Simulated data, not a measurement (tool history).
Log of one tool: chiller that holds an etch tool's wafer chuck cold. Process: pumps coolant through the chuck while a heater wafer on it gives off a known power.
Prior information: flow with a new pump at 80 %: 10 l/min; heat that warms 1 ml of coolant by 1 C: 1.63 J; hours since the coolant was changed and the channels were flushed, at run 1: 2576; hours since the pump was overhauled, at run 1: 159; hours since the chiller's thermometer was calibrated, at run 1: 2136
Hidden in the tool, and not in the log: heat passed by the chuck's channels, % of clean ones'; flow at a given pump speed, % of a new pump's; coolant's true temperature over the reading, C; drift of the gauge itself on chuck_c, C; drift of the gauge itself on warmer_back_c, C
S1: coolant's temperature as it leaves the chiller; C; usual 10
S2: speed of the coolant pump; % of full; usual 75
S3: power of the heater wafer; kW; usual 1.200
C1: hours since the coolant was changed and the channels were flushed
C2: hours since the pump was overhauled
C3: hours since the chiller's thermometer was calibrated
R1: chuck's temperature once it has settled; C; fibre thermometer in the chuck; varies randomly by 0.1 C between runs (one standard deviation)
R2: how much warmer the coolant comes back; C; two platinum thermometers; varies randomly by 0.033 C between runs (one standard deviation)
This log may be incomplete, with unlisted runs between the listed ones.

run,hour,S1,S2,S3,C1,C2,C3,R1,R2
1,0.0,10,75,1.200,2576,159,2136,20.2,4.77
2,30.9,10,75,1.200,2607,189,2167,20.1,4.76
3,59.7,10,74,1.200,2636,218,2196,20.2,4.79
4,114.6,10,75,1.200,2691,273,2251,20.3,4.70
5,152.1,10,75,1.200,2728,311,2288,20.2,4.75
6,205.9,10,75,1.200,2782,364,2342,20.2,4.76
7,250.5,10,75,1.200,2827,409,2387,20.1,4.79
8,301.9,10,75,1.200,2878,460,2438,20.5,4.77
9,333.9,10,75,1.200,2910,492,2470,20.3,4.77
10,359.3,0,73,1.172,2936,518,2495,10.3,4.76
11,400.1,0,73,1.172,2976,559,2536,10.1,4.78
12,431.5,0,73,1.172,3008,590,2568,10.3,4.88
13,473.1,0,88,1.030,3049,632,2609,7.8,3.47
14,525.6,0,88,1.030,3102,684,2662,7.6,3.52
15,555.0,10,70,1.311,3131,714,2691,22.1,5.60
16,579.5,14,84,0.677,3156,738,2715,19.7,2.39
17,619.8,7,69,1.255,3196,778,2756,18.8,5.53

What would each run have given without the hidden state, its run-to-run variation left as it was?
run,R1,R2
1,19.1,4.77
2,19.0,4.76
3,19.1,4.79
4,19.2,4.69
5,19.1,4.74
6,19.0,4.73
7,18.9,4.76
8,19.2,4.74
9,19.1,4.73
10,9.0,4.73
11,8.8,4.74
12,9.0,4.84
13,6.6,3.44
14,6.5,3.48
15,20.5,5.53
16,18.7,2.36
17,17.2,5.45

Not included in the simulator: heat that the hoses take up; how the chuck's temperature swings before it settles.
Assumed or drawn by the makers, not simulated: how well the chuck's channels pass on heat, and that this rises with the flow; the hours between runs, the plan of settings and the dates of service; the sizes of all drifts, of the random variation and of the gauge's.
